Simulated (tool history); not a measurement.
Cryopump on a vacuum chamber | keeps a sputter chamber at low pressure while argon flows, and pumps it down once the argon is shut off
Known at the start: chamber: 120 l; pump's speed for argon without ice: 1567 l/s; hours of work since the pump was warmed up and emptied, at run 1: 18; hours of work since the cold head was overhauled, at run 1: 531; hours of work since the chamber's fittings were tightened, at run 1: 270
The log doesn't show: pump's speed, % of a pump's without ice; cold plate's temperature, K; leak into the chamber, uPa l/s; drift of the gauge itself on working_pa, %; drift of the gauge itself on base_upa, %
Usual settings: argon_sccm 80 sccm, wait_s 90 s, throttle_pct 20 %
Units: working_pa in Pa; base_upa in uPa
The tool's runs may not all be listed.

| run | hour | argon_sccm | wait_s | throttle_pct | hours of work since the pump was warmed up and emptied | hours of work since the cold head was overhauled | hours of work since the chamber's fittings were tightened | working_pa | base_upa |
|---|---|---|---|---|---|---|---|---|---|
| 1 | 0 | 80 | 90 | 20 | 18 | 531 | 270 | 0.433 | 1.3 |
| 2 | 13.7 | 80 | 90 | 20 | 25 | 538 | 277 | 0.4348 | 1.23 |
| 3 | 36.1 | 80 | 90 | 20 | 37 | 550 | 289 | 0.4369 | 1.25 |
| 4 | 53.6 | 80 | 90 | 20 | 47 | 559 | 298 | 0.4348 | 1.24 |
| 5 | 80.1 | 80 | 90 | 20 | 61 | 573 | 313 | 0.4383 | 1.25 |
| 6 | 93.2 | 80 | 90 | 20 | 68 | 580 | 320 | 0.4351 | 1.28 |
| 7 | 106.9 | 80 | 90 | 20 | 75 | 588 | 327 | 0.4346 | 1.29 |
| 8 | 125.4 | 80 | 90 | 20 | 85 | 598 | 337 | 0.4368 | 1.27 |
| 9 | 144.5 | 80 | 255 | 20 | 95 | 608 | 347 | 0.4366 | 0.71 |
| 10 | 163.9 | 80 | 255 | 20 | 106 | 618 | 357 | 0.4347 | 0.66 |
| 11 | 187.6 | 80 | 255 | 20 | 118 | 631 | 370 | 0.4379 | 0.67 |
| 12 | 216 | 80 | 255 | 20 | 133 | 646 | 385 | 0.4382 | 0.69 |
| 13 | 231.5 | 80 | 34 | 20 | 142 | 654 | 394 | 0.4369 | 2.81 |
| 14 | 252.5 | 80 | 34 | 20 | 153 | 666 | 405 | 0.4378 | 2.9 |
| 15 | 271.3 | 80 | 90 | 20 | 163 | 676 | 415 | 0.4402 | 1.32 |
| 16 | 290.8 | 80 | 90 | 20 | 173 | 686 | 425 | 0.4418 | 1.27 |
| 17 | 320.7 | 80 | 90 | 20 | 189 | 702 | 441 | 0.4382 | 1.35 |
| 18 | 342.7 | 105 | 90 | 20 | 201 | 714 | 453 | 0.5784 | 1.31 |
| 19 | 355.4 | 105 | 90 | 20 | 208 | 721 | 460 | 0.5775 | 1.34 |
| 20 | 383.7 | 105 | 90 | 20 | 223 | 736 | 475 | 0.5759 | 1.35 |
| 21 | 412.8 | 70 | 90 | 34 | 239 | 751 | 491 | 0.2317 | 1.37 |
| 22 | 441.9 | 70 | 90 | 34 | 254 | 767 | 506 | 0.2315 | 1.34 |
| 23 | 456.3 | 70 | 90 | 34 | 262 | 775 | 514 | 0.2326 | 1.36 |
| 24 | 483.4 | 60 | 168 | 38 | 276 | 789 | 528 | 0.1786 | 0.92 |
| 25 | 512.4 | 60 | 168 | 38 | 292 | 805 | 544 | 0.1805 | 0.94 |
| 26 | 543.3 | 132 | 114 | 20 | 308 | 821 | 560 | 0.7351 | 1.21 |
| 27 | 569.2 | 122 | 253 | 20 | 322 | 835 | 574 | 0.6859 | 0.77 |
| 28 | 590.9 | 37 | 90 | 20 | 334 | 847 | 586 | 0.2071 | 1.42 |
| 29 | 618.9 | 37 | 90 | 20 | 349 | 862 | 601 | 0.2063 | 1.42 |
| 30 | 649.8 | 46 | 227 | 23 | 365 | 878 | 617 | 0.2249 | 0.84 |
| 31 | 665.4 | 46 | 227 | 23 | 374 | 886 | 626 | 0.2256 | 0.82 |
| 32 | 691.7 | 80 | 109 | 43 | 388 | 900 | 640 | 0.2193 | 1.29 |
| 33 | 717.8 | 42 | 86 | 20 | 402 | 914 | 654 | 0.2371 | 1.52 |
| 34 | 730.5 | 57 | 40 | 16 | 409 | 921 | 660 | 0.3983 | 2.7 |

Forecast each of these 5 alternatives for the next run:
| A | 750.8 | 37 | 116 | 20 | 419 | 932 | 671 | ? | ? |
| B | 750.8 | 48 | 38 | 16 | 419 | 932 | 671 | ? | ? |
| C | 750.8 | 38 | 57 | 54 | 419 | 932 | 671 | ? | ? |
| D | 750.8 | 53 | 40 | 24 | 419 | 932 | 671 | ? | ? |
| E | 750.8 | 104 | 32 | 26 | 419 | 932 | 671 | ? | ? |

| run | working_pa | base_upa |
|---|---|---|
| A | 0.209 | 1.25 |
| B | 0.3376 | 2.74 |
| C | 0.0859 | 1.99 |
| D | 0.2523 | 2.6 |
| E | 0.4594 | 3.15 |
Without the tool's hidden state the same runs would have given:
| run | working_pa | base_upa |
|---|---|---|
| A | 0.1995 | 0.95 |
| B | 0.3253 | 2.43 |
| C | 0.0762 | 1.69 |
| D | 0.2387 | 2.29 |
| E | 0.4328 | 2.85 |
